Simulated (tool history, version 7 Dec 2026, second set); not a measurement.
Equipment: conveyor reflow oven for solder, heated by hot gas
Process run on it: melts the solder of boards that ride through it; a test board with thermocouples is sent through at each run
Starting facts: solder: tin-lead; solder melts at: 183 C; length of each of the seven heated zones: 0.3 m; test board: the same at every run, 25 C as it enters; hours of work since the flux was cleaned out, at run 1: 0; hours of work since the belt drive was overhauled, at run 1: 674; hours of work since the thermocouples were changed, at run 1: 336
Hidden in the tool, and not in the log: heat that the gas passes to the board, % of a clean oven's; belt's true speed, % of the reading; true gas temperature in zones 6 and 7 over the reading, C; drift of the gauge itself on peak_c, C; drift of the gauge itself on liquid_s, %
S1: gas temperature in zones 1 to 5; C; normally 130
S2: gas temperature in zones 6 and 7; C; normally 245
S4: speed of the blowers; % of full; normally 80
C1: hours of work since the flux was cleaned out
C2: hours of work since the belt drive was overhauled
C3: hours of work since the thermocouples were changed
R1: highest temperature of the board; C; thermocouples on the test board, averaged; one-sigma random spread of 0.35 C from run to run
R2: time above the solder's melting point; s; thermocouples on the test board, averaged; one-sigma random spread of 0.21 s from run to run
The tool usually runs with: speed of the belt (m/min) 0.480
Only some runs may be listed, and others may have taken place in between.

Run 1, hour 0.0: usual settings; C1 0; C2 674; C3 336. Result: R1 225.8 C, R2 60.0 s.
Run 2, hour 32.4: usual settings; C1 20; C2 694; C3 356. Result: R1 226.0 C, R2 60.2 s.
Run 3, hour 52.3: usual settings but S2 258 C; C1 33; C2 707; C3 369. Result: R1 237.5 C, R2 66.7 s.
Run 4, hour 74.1: usual settings; C1 46; C2 720; C3 383. Result: R1 225.5 C, R2 60.2 s.
Run 5, hour 105.9: usual settings; C1 66; C2 740; C3 402. Result: R1 225.2 C, R2 59.6 s.
Run 6, hour 126.0: usual settings; C1 79; C2 753; C3 415. Result: R1 225.1 C, R2 60.1 s.
Run 7, hour 166.8: usual settings; C1 104; C2 778; C3 441. Result: R1 224.7 C, R2 59.5 s.
Run 8, hour 200.8: usual settings; C1 126; C2 800; C3 462. Result: R1 224.8 C, R2 60.0 s.
Run 9, hour 240.0: usual settings; C1 150; C2 824; C3 486. Result: R1 224.0 C, R2 59.6 s.
At hour 246.0: belt drive overhauled, speed set with a stopwatch.
Run 10, hour 274.3: usual settings but S2 234 C; C1 169; C2 18; C3 505. Result: R1 214.9 C, R2 51.3 s.
At hour 290.3: flux residue cleaned out of gas plates and filters.
Run 11, hour 312.5: usual settings but S2 234 C; C1 14; C2 39; C3 526. Result: R1 214.2 C, R2 51.2 s.
Run 12, hour 349.2: usual settings; C1 37; C2 62; C3 549. Result: R1 223.5 C, R2 58.2 s.
Run 13, hour 376.7: usual settings but S4 62 % of full; C1 54; C2 79; C3 566. Result: R1 219.6 C, R2 54.6 s.
Run 14, hour 393.9: usual settings; C1 65; C2 89; C3 577. Result: R1 224.0 C, R2 58.0 s.
Run 15, hour 422.5: usual settings; C1 83; C2 107; C3 595. Result: R1 223.4 C, R2 58.0 s.
Run 16, hour 460.8: usual settings but S2 247 C, speed of the belt (m/min) 0.550; C1 107; C2 131; C3 619. Result: R1 219.1 C, R2 47.6 s.
Run 17, hour 499.0: usual settings but S1 140 C, S2 247 C, speed of the belt (m/min) 0.550; C1 131; C2 155; C3 643. Result: R1 221.9 C, R2 52.0 s.
At hour 532.0: flux residue cleaned out of gas plates and filters, once more.
Run 18, hour 536.6: usual settings but S1 120 C, S2 260 C; C1 3; C2 176; C3 663. Result: R1 237.0 C, R2 63.1 s.
Run 19, hour 565.4: usual settings but S2 237 C, speed of the belt (m/min) 0.424, S4 65 % of full; C1 21; C2 194; C3 681. Result: R1 218.4 C, R2 62.2 s.
Run 20, hour 586.4: usual settings but S1 120 C, S2 234 C; C1 34; C2 207; C3 695. Result: R1 213.1 C, R2 48.0 s.
Run 21, hour 606.9: usual settings but S1 136 C, speed of the belt (m/min) 0.425, S4 51 % of full; C1 47; C2 220; C3 707. Result: R1 222.2 C, R2 67.2 s.
Run 22, hour 628.4: usual settings but S1 121 C, speed of the belt (m/min) 0.425, S4 51 % of full; C1 60; C2 233; C3 721. Result: R1 219.9 C, R2 59.5 s.
Run 23, hour 667.9: usual settings but S1 121 C, speed of the belt (m/min) 0.569, S4 63 % of full; C1 85; C2 258; C3 746. Result: R1 210.6 C, R2 36.7 s.
Run 24, hour 703.0: usual settings but speed of the belt (m/min) 0.555; C1 107; C2 280; C3 768. Result: R1 218.0 C, R2 46.2 s.
Run 25, hour 742.4: usual settings but S1 127 C, S2 257 C, speed of the belt (m/min) 0.523; C1 132; C2 305; C3 792. Result: R1 230.2 C, R2 56.7 s.
Run 26, hour 780.6: usual settings but S1 127 C, S2 241 C, speed of the belt (m/min) 0.504; C1 156; C2 328; C3 816. Result: R1 217.8 C, R2 50.8 s.
Run 27, hour 806.3: usual settings but S1 127 C, S2 241 C, speed of the belt (m/min) 0.497; C1 172; C2 345; C3 832. Result: R1 218.6 C, R2 51.8 s.
At hour 818.8: flux residue cleaned out of gas plates and filters.
Run 28, hour 829.5: usual settings but S1 127 C, S2 241 C, speed of the belt (m/min) 0.497; C1 7; C2 356; C3 844. Result: R1 218.1 C, R2 52.2 s.
Run 29, hour 869.3: usual settings but S1 127 C, S2 241 C, speed of the belt (m/min) 0.497, S4 69 % of full; C1 32; C2 381; C3 869. Result: R1 215.3 C, R2 49.4 s.

Each row is a separate what-if for the run after 29, all from the same tool condition, not one after another. Results?
Run A, hour 908.8: usual settings but S1 135 C, S2 243 C; C1 56; C2 406; C3 893. Result: R1 ?, R2 ?.
Run B, hour 908.8: usual settings but S1 119 C, S2 241 C, speed of the belt (m/min) 0.474, S4 69 % of full; C1 56; C2 406; C3 893. Result: R1 ?, R2 ?.
Run C, hour 908.8: usual settings but S1 127 C, S2 249 C, speed of the belt (m/min) 0.497, S4 69 % of full; C1 56; C2 406; C3 893. Result: R1 ?, R2 ?.
Run D, hour 908.8: usual settings but S1 136 C, S4 61 % of full; C1 56; C2 406; C3 893. Result: R1 ?, R2 ?.

run     R1    R2
  A  222.1  59.4
  B  216.7  50.0
  C  222.6  54.2
  D  220.2  57.9
What these runs would have given with no unlogged condition in the tool:
run     R1    R2
  A  225.2  61.0
  B  219.9  52.1
  C  225.7  55.9
  D  223.1  59.6
